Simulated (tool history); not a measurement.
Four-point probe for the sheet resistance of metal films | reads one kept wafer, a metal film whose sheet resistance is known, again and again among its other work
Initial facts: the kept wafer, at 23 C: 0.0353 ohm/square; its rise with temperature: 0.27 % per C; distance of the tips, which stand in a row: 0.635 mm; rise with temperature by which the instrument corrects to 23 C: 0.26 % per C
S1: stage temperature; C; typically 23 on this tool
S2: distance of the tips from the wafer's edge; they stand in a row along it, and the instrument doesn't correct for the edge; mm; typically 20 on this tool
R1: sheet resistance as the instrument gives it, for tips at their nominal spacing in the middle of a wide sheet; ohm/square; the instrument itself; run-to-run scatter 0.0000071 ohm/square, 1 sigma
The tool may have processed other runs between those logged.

run,hour,S1,S2,R1
1,0.0,23,20,0.035322
2,8.4,23,20,0.035317
3,20.8,23,20,0.035320
4,29.5,23,18,0.035313
5,44.9,23,18,0.035323
6,54.9,23,18,0.035325
7,61.2,23,18,0.035333
8,76.5,23,18,0.035323
9,90.0,23,18,0.035329
10,96.7,23,20,0.035334
11,106.8,23,20,0.035314
12,119.5,23,22,0.035314
13,133.6,23,20,0.035314
14,142.7,19,20,0.035300
15,152.5,27,20,0.035340
16,161.3,27,20,0.035338
17,171.3,23,20,0.035313
18,182.8,23,20,0.035311
19,196.7,23,20,0.035322
20,204.1,23,20,0.035328
21,213.2,23,20,0.035315
22,228.6,23,20,0.035313
23,243.2,23,20,0.035317
24,256.6,23,20,0.035332
25,270.5,32,20,0.035343
26,281.2,32,20,0.035355
27,288.6,22,20,0.035315
28,299.6,27,71,0.035300
29,306.9,23,3,0.036121
30,317.2,31,19,0.035349
31,324.5,31,19,0.035355
32,334.9,31,19,0.035360
33,344.5,31,19,0.035369
34,353.0,31,19,0.035356
35,363.6,25,35,0.035320
36,370.4,24,6,0.035504
37,382.6,24,6,0.035502
38,392.3,33,20,0.035354
39,405.0,19,6,0.035504
40,420.1,31,19,0.035351
41,432.0,21,44,0.035293
42,447.1,21,4,0.035772
43,459.2,21,4,0.035778
44,469.7,23,17,0.035315

Forecast each of these 5 alternatives for the next run:
A,476.3,21,39,?
B,476.3,23,5,?
C,476.3,27,4,?
D,476.3,19,7,?
E,476.3,19,16,?

run,R1
A,0.035296
B,0.035598
C,0.035795
D,0.035452
E,0.035320
Had the tool no hidden state, the same runs would have come out as:
run,R1
A,0.035296
B,0.035598
C,0.035795
D,0.035452
E,0.035320
